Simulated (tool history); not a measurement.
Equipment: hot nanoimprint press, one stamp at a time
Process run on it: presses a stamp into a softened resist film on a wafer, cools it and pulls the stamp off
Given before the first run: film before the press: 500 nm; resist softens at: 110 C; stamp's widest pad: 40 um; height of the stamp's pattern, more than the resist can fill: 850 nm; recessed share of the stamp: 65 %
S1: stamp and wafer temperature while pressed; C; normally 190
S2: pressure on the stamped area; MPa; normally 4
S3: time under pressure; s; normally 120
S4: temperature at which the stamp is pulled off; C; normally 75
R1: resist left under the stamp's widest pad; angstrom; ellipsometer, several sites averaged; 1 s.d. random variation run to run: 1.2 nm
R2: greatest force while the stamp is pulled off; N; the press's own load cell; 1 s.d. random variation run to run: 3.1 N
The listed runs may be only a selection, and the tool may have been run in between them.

run	hour	S1	S2	S3	S4	R1	R2
1	0	190	4	120	75	1877	212
2	10.7	190	4	120	75	1857	204
3	22.2	190	4	120	75	1888	219
4	39.5	190	4	120	75	1899	220
5	49.7	190	4	120	75	1873	213
6	57.7	190	4	120	75	1885	216
7	71	190	4	120	75	1878	213
8	89.2	190	4	120	76	1861	213
9	105.2	190	4	120	76	1876	211
10	121.1	184	4	120	76	2220	220
11	135.1	182	4	120	75	2365	229
12	150.9	190	4	120	75	1904	234
13	160.6	190	4	120	75	1884	230
14	176.6	190	4	120	75	1894	229
15	190.9	190	4	120	75	1897	232
16	198.8	180	6.24	71	75	2607	235
17	214.9	197	2.74	78	77	2235	231
18	228.3	197	2.74	191	77	1528	229
# hour 244.4: stamp cleaned and given a new release coat
19	249	180	5.11	150	61	2095	199
20	260.3	190	3.07	120	75	2145	152
21	268.6	190	5.36	233	82	1240	127
22	285.7	190	5.36	233	82	1237	127
23	299	181	4	113	66	2548	192
24	314.8	199	3.24	118	66	1656	190
25	330.6	199	5.18	118	66	1339	196

5 options for the next run, each taken on its own from the tool as it stands now. Forecast them:
A	342.3	199	6.14	226	66	?	?
B	342.3	185	2.5	118	66	?	?
C	342.3	190	2.84	74	80	?	?
D	342.3	199	3.77	118	66	?	?
E	342.3	190	3.57	120	75	?	?

run	R1	R2
A	914	208
B	2668	200
C	2627	153
D	1539	197
E	2011	155
Had the tool no hidden state, the same runs would have come out as:
run	R1	R2
A	880	188
B	2585	182
C	2549	137
D	1488	178
E	1941	139
